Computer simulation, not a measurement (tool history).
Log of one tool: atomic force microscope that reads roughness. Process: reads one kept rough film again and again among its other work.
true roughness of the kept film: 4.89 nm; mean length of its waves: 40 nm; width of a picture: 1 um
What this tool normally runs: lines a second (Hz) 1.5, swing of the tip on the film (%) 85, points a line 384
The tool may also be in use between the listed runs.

run	hour	lines a second (Hz)	swing of the tip on the film (%)	points a line	roughness of the kept film (nm (root mean square))
1	0	1.5	85	384	4.216
2	5.7	1.5	85	384	4.16
3	9.9	1.5	85	384	4.144
4	18.6	1.5	85	384	4.074
5	24.5	1.5	85	384	4.045
6	30.6	1.5	85	384	3.981
7	39.3	1.5	85	384	3.949
8	44.3	1.5	85	655	3.987
9	51.1	1.5	85	501	3.888
10	56.1	1.5	85	689	3.913
11	64.7	1.5	85	689	3.818
12	70.3	1.5	73	384	3.893
13	76.9	3.23	71	407	3.735
# hour 79.2: new tip fitted
14	84.2	1.5	73	567	4.318
15	87.9	1.5	73	567	4.328
16	96.5	1.5	73	313	4.221
17	103.5	2.91	66	900	4.16
18	108.8	0.75	69	267	4.272
19	114.2	2.62	82	384	3.883
20	118.9	0.97	81	384	4.129

Branching from run 20: 4 alternative next runs. What would each branch give?
A	122.8	0.97	81	455	?
B	122.8	1.88	64	955	?
C	122.8	3.26	85	485	?
D	122.8	2.73	57	570	?

run	roughness of the kept film (nm (root mean square))
A	4.102
B	4.167
C	3.623
D	4.163
Without the tool's hidden state the same runs would have given:
run	roughness of the kept film (nm (root mean square))
A	4.41
B	4.481
C	3.896
D	4.477
